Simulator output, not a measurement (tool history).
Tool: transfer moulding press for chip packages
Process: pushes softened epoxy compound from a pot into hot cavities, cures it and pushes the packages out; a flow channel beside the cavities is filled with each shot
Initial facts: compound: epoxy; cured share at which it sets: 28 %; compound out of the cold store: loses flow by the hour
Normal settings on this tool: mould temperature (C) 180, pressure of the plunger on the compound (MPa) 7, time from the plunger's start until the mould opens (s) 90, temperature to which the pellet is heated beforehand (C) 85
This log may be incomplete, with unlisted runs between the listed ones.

run,hour,mould temperature (C),pressure of the plunger on the compound (MPa),time from the plunger's start until the mould opens (s),temperature to which the pellet is heated beforehand (C),incoming compound's hours out of the cold store,length that the compound runs in the flow channel (mm),greatest force on the pins that push the packages out (N)
1,0,180,7,90,85,32.9,938,403
# hour 17.1: cavities cleaned with cleaning compound and waxed
2,49.7,180,8.79,90,85,21,1098,359
3,93.2,180,8.79,83,85,47.1,984,457
# hour 98.5: cavities cleaned with cleaning compound and waxed
4,122.1,180,8.79,83,85,40.1,1013,385
5,157.3,180,7,90,90,23.1,961,400
# hour 179.3: cavities cleaned with cleaning compound and waxed
6,196.7,186,7,90,90,35.6,898,286
7,243.8,186,7,90,90,34.3,895,351
# hour 257.5: cavities cleaned with cleaning compound and waxed
8,268.5,186,7,90,88,13.3,967,267
9,296.5,186,8.11,90,88,24.2,995,322
10,324,186,8.11,90,88,16.1,1028,361
# hour 335.8: cavities cleaned with cleaning compound and waxed
11,349,186,8.11,90,88,30.9,962,277
# hour 368.2: plunger's sealing rings changed
12,377.8,186,8.11,90,88,34.4,984,308
13,410.2,186,8.11,99,88,14.3,1055,351
# hour 419.5: cavities cleaned with cleaning compound and waxed
14,451.1,186,8.11,99,88,27,1002,297
15,476.7,184,6.16,94,88,13.9,928,353
# hour 499: cavities cleaned with cleaning compound and waxed
16,518.2,185,7,90,89,40.4,882,289
17,539.5,185,7,90,89,29,913,322
# hour 545.2: mould's thermocouples calibrated
18,570.3,188,6.24,90,85,11.5,923,357
# hour 580.5: cavities cleaned with cleaning compound and waxed
19,600.3,188,6.24,90,85,8.6,930,292
20,639.7,188,6.24,90,85,32.4,842,337
# hour 662.4: cavities cleaned with cleaning compound and waxed
21,681.4,180,7,90,87,15.3,989,336
22,715.7,180,7,111,92,46.7,865,329
23,736.1,180,7,111,92,26.1,939,361
# hour 740.6: cavities cleaned with cleaning compound and waxed
# hour 764.9: plunger's sealing rings changed
24,786.8,178,5.52,98,90,37.4,831,369
# hour 821.2: cavities cleaned with cleaning compound and waxed
25,835.3,180,7,90,78,24.5,980,326
# hour 845.4: mould's thermocouples calibrated, once more
26,872.1,180,7,90,78,11.8,1014,385
# hour 903.9: cavities cleaned with cleaning compound and waxed
27,904.6,180,7,90,78,47.9,875,281
28,936.6,180,7,90,78,46,881,351

What if the next run were any one of these 4? Each begins from the tool's condition after run 28:
A,961.8,184,7.34,90,78,22,?,?
B,961.8,180,7,90,93,45,?,?
C,961.8,180,7,88,90,12,?,?
D,961.8,185,7,95,78,42.3,?,?

run,length that the compound runs in the flow channel (mm),greatest force on the pins that push the packages out (N)
A,972,358
B,892,381
C,1014,409
D,878,341
With the hidden condition removed and each run's random variation left untouched, the same runs would have given:
run,length that the compound runs in the flow channel (mm),greatest force on the pins that push the packages out (N)
A,986,250
B,906,267
C,1029,286
D,891,241
